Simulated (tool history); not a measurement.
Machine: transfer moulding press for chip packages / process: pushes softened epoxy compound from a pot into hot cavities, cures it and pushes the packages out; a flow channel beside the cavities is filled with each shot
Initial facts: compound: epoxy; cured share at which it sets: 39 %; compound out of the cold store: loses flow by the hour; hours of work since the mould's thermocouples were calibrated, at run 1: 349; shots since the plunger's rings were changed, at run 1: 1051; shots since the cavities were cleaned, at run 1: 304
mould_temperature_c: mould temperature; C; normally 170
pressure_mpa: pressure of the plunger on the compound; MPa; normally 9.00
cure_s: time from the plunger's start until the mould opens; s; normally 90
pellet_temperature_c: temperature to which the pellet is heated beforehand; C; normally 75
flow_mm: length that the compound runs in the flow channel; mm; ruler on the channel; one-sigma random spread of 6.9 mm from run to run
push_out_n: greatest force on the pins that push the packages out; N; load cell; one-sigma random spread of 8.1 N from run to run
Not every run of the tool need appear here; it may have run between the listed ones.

| run | hour | mould_temperature_c | pressure_mpa | cure_s | pellet_temperature_c | hours of work since the mould's thermocouples were calibrated | shots since the plunger's rings were changed | shots since the cavities were cleaned | incoming compound's hours out of the cold store | flow_mm | push_out_n |
|---|---|---|---|---|---|---|---|---|---|---|---|
| 1 | 0.0 | 170 | 9.00 | 90 | 75 | 349 | 1051 | 304 | 40.9 | 724 | 440 |
| 2 | 12.9 | 170 | 9.00 | 90 | 75 | 357 | 1212 | 465 | 20.1 | 802 | 491 |
| 3 | 19.4 | 170 | 9.00 | 90 | 75 | 361 | 1294 | 547 | 40.5 | 737 | 470 |
| 4 | 27.5 | 170 | 9.00 | 90 | 75 | 367 | 1396 | 649 | 37.8 | 738 | 489 |
| 5 | 37.3 | 170 | 9.00 | 90 | 75 | 373 | 1518 | 771 | 35.1 | 728 | 517 |
|  | 42.5 | cavities cleaned with cleaning compound and waxed |
| 6 | 51.9 | 170 | 9.00 | 90 | 75 | 381 | 1682 | 117 | 9.5 | 822 | 404 |
| 7 | 65.0 | 170 | 9.00 | 90 | 75 | 389 | 1846 | 281 | 42.4 | 709 | 436 |
| 8 | 71.4 | 170 | 9.00 | 90 | 75 | 393 | 1926 | 361 | 41.6 | 715 | 440 |
| 9 | 79.8 | 170 | 9.00 | 90 | 75 | 399 | 2032 | 467 | 35.6 | 730 | 483 |
| 10 | 87.2 | 170 | 9.00 | 90 | 75 | 403 | 2124 | 559 | 32.3 | 748 | 505 |
| 11 | 100.6 | 170 | 9.00 | 105 | 75 | 412 | 2292 | 727 | 37.8 | 725 | 469 |
|  | 109.3 | cavities cleaned with cleaning compound and waxed |
| 12 | 114.9 | 170 | 9.00 | 105 | 75 | 420 | 2452 | 70 | 15.9 | 784 | 336 |
| 13 | 127.2 | 170 | 9.00 | 70 | 75 | 427 | 2606 | 224 | 38.2 | 724 | 626 |
| 14 | 137.4 | 170 | 9.00 | 90 | 75 | 434 | 2734 | 352 | 37.9 | 712 | 443 |
| 15 | 151.6 | 170 | 9.00 | 110 | 75 | 443 | 2912 | 530 | 11.5 | 795 | 422 |
| 16 | 160.5 | 170 | 8.42 | 110 | 73 | 448 | 3023 | 641 | 14.4 | 771 | 437 |
| 17 | 168.0 | 168 | 8.77 | 106 | 70 | 453 | 3117 | 735 | 15.1 | 789 | 483 |
|  | 176.1 | cavities cleaned with cleaning compound and waxed |
| 18 | 182.2 | 169 | 8.43 | 106 | 70 | 461 | 3276 | 77 | 10.5 | 775 | 366 |
| 19 | 188.7 | 167 | 8.43 | 106 | 79 | 465 | 3357 | 158 | 29.2 | 727 | 397 |
| 20 | 200.9 | 162 | 9.00 | 90 | 68 | 473 | 3510 | 311 | 27.4 | 795 | 798 |
| 21 | 214.1 | 164 | 8.96 | 106 | 82 | 481 | 3675 | 476 | 40.1 | 726 | 508 |
| 22 | 228.3 | 164 | 8.96 | 106 | 82 | 490 | 3853 | 654 | 9.1 | 824 | 582 |
|  | 242.4 | cavities cleaned with cleaning compound and waxed |
| 23 | 243.1 | 164 | 8.96 | 106 | 82 | 499 | 4020 | 8 | 11.9 | 814 | 388 |
| 24 | 249.4 | 170 | 9.00 | 127 | 70 | 502 | 4099 | 87 | 13.8 | 783 | 338 |
| 25 | 258.7 | 169 | 9.00 | 106 | 67 | 508 | 4215 | 203 | 43.0 | 690 | 385 |
| 26 | 267.9 | 168 | 9.77 | 90 | 75 | 514 | 4330 | 318 | 26.0 | 766 | 487 |
| 27 | 274.5 | 170 | 8.04 | 90 | 75 | 518 | 4413 | 401 | 34.3 | 667 | 470 |
| 28 | 287.2 | 170 | 6.89 | 118 | 75 | 526 | 4573 | 561 | 48.0 | 587 | 448 |
| 29 | 296.5 | 170 | 6.89 | 118 | 75 | 532 | 4689 | 677 | 12.4 | 684 | 427 |

Consider 4 possible next runs. They are alternatives, not a sequence: every one starts from the tool as it was left by run 29. What does each give?
| A | 304.5 | 170 | 7.83 | 105 | 80 | 537 | 4789 | 777 | 41.3 | ? | ? |
| B | 304.5 | 170 | 9.44 | 90 | 65 | 537 | 4789 | 777 | 44.6 | ? | ? |
| C | 304.5 | 170 | 6.89 | 119 | 79 | 537 | 4789 | 777 | 36.6 | ? | ? |
| D | 304.5 | 170 | 10.56 | 90 | 75 | 537 | 4789 | 777 | 44.2 | ? | ? |

| run | flow_mm | push_out_n |
|---|---|---|
| A | 640 | 477 |
| B | 695 | 474 |
| C | 616 | 468 |
| D | 733 | 503 |
With no hidden state in the tool, these same runs would have given:
| run | flow_mm | push_out_n |
|---|---|---|
| A | 687 | 327 |
| B | 747 | 316 |
| C | 661 | 322 |
| D | 788 | 341 |
